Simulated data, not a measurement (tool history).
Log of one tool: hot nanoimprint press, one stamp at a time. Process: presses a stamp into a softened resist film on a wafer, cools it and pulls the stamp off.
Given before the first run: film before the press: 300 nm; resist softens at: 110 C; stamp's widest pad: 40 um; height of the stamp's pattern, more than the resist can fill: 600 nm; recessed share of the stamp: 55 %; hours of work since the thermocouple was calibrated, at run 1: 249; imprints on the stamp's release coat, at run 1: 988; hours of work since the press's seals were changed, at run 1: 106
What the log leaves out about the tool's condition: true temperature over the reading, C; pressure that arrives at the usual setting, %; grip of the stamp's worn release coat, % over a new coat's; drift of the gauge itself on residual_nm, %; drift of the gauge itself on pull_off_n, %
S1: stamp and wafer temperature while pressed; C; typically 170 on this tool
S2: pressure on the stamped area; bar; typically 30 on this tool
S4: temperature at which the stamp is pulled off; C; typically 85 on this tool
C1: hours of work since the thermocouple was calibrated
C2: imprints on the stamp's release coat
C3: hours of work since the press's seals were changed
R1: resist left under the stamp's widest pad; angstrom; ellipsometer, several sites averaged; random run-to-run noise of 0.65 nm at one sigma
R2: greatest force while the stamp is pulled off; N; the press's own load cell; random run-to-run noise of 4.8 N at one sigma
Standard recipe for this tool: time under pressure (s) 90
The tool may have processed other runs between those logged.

{"run": 1, "hour": 0.0, "S1": 170, "S2": 30, "time under pressure (s)": 90, "S4": 85, "C1": 249, "C2": 988, "C3": 106, "R1": 1384, "R2": 284}
{"hour": 55.9, "done": "stamp cleaned and given a new release coat"}
{"run": 2, "hour": 65.4, "S1": 170, "S2": 30, "time under pressure (s)": 90, "S4": 85, "C1": 294, "C2": 47, "C3": 152, "R1": 1394, "R2": 243}
{"run": 3, "hour": 122.1, "S1": 170, "S2": 26.9, "time under pressure (s)": 90, "S4": 85, "C1": 338, "C2": 329, "C3": 196, "R1": 1476, "R2": 260}
{"run": 4, "hour": 167.4, "S1": 170, "S2": 26.9, "time under pressure (s)": 61, "S4": 85, "C1": 373, "C2": 554, "C3": 231, "R1": 1682, "R2": 274}
{"hour": 188.1, "done": "plate thermocouple calibrated"}
{"run": 5, "hour": 213.5, "S1": 170, "S2": 26.9, "time under pressure (s)": 61, "S4": 85, "C1": 20, "C2": 768, "C3": 264, "R1": 1729, "R2": 294}
{"run": 6, "hour": 244.0, "S1": 170, "S2": 30, "time under pressure (s)": 90, "S4": 85, "C1": 43, "C2": 920, "C3": 287, "R1": 1456, "R2": 292}
{"run": 7, "hour": 276.0, "S1": 170, "S2": 30, "time under pressure (s)": 149, "S4": 85, "C1": 68, "C2": 1078, "C3": 312, "R1": 1241, "R2": 303}
{"hour": 311.6, "done": "stamp cleaned and given a new release coat"}
{"run": 8, "hour": 320.5, "S1": 170, "S2": 30, "time under pressure (s)": 149, "S4": 85, "C1": 98, "C2": 44, "C3": 342, "R1": 1238, "R2": 242}
{"run": 9, "hour": 391.6, "S1": 170, "S2": 30, "time under pressure (s)": 90, "S4": 85, "C1": 152, "C2": 398, "C3": 397, "R1": 1490, "R2": 271}
{"run": 10, "hour": 450.8, "S1": 170, "S2": 20.6, "time under pressure (s)": 90, "S4": 85, "C1": 198, "C2": 691, "C3": 442, "R1": 1807, "R2": 286}
{"run": 11, "hour": 483.2, "S1": 174, "S2": 30, "time under pressure (s)": 90, "S4": 85, "C1": 223, "C2": 852, "C3": 467, "R1": 1321, "R2": 297}
{"run": 12, "hour": 523.9, "S1": 174, "S2": 30, "time under pressure (s)": 90, "S4": 85, "C1": 255, "C2": 1054, "C3": 499, "R1": 1323, "R2": 301}
{"hour": 566.4, "done": "stamp cleaned and given a new release coat"}
{"hour": 574.6, "done": "plate thermocouple calibrated, once more"}
{"run": 13, "hour": 576.4, "S1": 174, "S2": 30, "time under pressure (s)": 90, "S4": 85, "C1": 1, "C2": 34, "C3": 532, "R1": 1191, "R2": 237}
{"run": 14, "hour": 619.1, "S1": 174, "S2": 30, "time under pressure (s)": 90, "S4": 85, "C1": 34, "C2": 246, "C3": 565, "R1": 1210, "R2": 243}
{"run": 15, "hour": 657.6, "S1": 170, "S2": 30, "time under pressure (s)": 90, "S4": 85, "C1": 64, "C2": 437, "C3": 595, "R1": 1389, "R2": 255}
{"run": 16, "hour": 715.5, "S1": 159, "S2": 45.8, "time under pressure (s)": 90, "S4": 85, "C1": 109, "C2": 725, "C3": 640, "R1": 1665, "R2": 288}
{"hour": 747.8, "done": "press's hydraulic seals changed and the load cell set to zero"}
{"run": 17, "hour": 790.4, "S1": 170, "S2": 30, "time under pressure (s)": 85, "S4": 85, "C1": 160, "C2": 1057, "C3": 33, "R1": 1409, "R2": 294}
{"hour": 830.3, "done": "stamp cleaned and given a new release coat"}
{"run": 18, "hour": 853.6, "S1": 170, "S2": 30, "time under pressure (s)": 85, "S4": 85, "C1": 205, "C2": 116, "C3": 77, "R1": 1414, "R2": 246}
{"run": 19, "hour": 890.1, "S1": 170, "S2": 30, "time under pressure (s)": 85, "S4": 85, "C1": 233, "C2": 297, "C3": 105, "R1": 1425, "R2": 251}
{"run": 20, "hour": 944.6, "S1": 162, "S2": 31.7, "time under pressure (s)": 45, "S4": 72, "C1": 275, "C2": 568, "C3": 147, "R1": 2141, "R2": 311}
{"run": 21, "hour": 999.0, "S1": 166, "S2": 30, "time under pressure (s)": 162, "S4": 85, "C1": 317, "C2": 838, "C3": 189, "R1": 1343, "R2": 289}
{"run": 22, "hour": 1059.8, "S1": 166, "S2": 30, "time under pressure (s)": 162, "S4": 85, "C1": 364, "C2": 1140, "C3": 236, "R1": 1363, "R2": 300}
{"hour": 1085.3, "done": "stamp cleaned and given a new release coat"}
{"hour": 1096.1, "done": "plate thermocouple calibrated"}
{"run": 23, "hour": 1110.5, "S1": 168, "S2": 30.8, "time under pressure (s)": 84, "S4": 85, "C1": 11, "C2": 110, "C3": 268, "R1": 1473, "R2": 233}
{"run": 24, "hour": 1149.6, "S1": 170, "S2": 19.8, "time under pressure (s)": 90, "S4": 85, "C1": 41, "C2": 304, "C3": 299, "R1": 1695, "R2": 257}
{"run": 25, "hour": 1199.8, "S1": 170, "S2": 44.5, "time under pressure (s)": 90, "S4": 73, "C1": 80, "C2": 553, "C3": 337, "R1": 1105, "R2": 318}
{"run": 26, "hour": 1229.3, "S1": 171, "S2": 44.5, "time under pressure (s)": 90, "S4": 75, "C1": 103, "C2": 699, "C3": 360, "R1": 1084, "R2": 319}
{"run": 27, "hour": 1269.9, "S1": 180, "S2": 26.3, "time under pressure (s)": 86, "S4": 78, "C1": 134, "C2": 901, "C3": 391, "R1": 1089, "R2": 313}
{"run": 28, "hour": 1310.5, "S1": 165, "S2": 42.8, "time under pressure (s)": 53, "S4": 73, "C1": 165, "C2": 1103, "C3": 423, "R1": 1634, "R2": 365}
{"hour": 1341.8, "done": "stamp cleaned and given a new release coat"}
{"run": 29, "hour": 1351.2, "S1": 170, "S2": 43.6, "time under pressure (s)": 88, "S4": 74, "C1": 192, "C2": 46, "C3": 449, "R1": 1165, "R2": 290}

Predict each of these 3 candidate next runs independently; none follows another, all start after run 29:
{"run": "A", "hour": 1398.6, "S1": 171, "S2": 32.4, "time under pressure (s)": 138, "S4": 74, "C1": 229, "C2": 281, "C3": 486, "R1": "?", "R2": "?"}
{"run": "B", "hour": 1398.6, "S1": 164, "S2": 30, "time under pressure (s)": 57, "S4": 85, "C1": 229, "C2": 281, "C3": 486, "R1": "?", "R2": "?"}
{"run": "C", "hour": 1398.6, "S1": 170, "S2": 43.6, "time under pressure (s)": 88, "S4": 86, "C1": 229, "C2": 281, "C3": 486, "R1": "?", "R2": "?"}

run=A R1=1149 R2=291
run=B R1=1958 R2=254
run=C R1=1180 R2=247
Take away the tool's hidden state, keep each run's random variation, and the runs would have read:
run=A R1=1073 R2=268
run=B R1=1855 R2=233
run=C R1=1094 R2=227
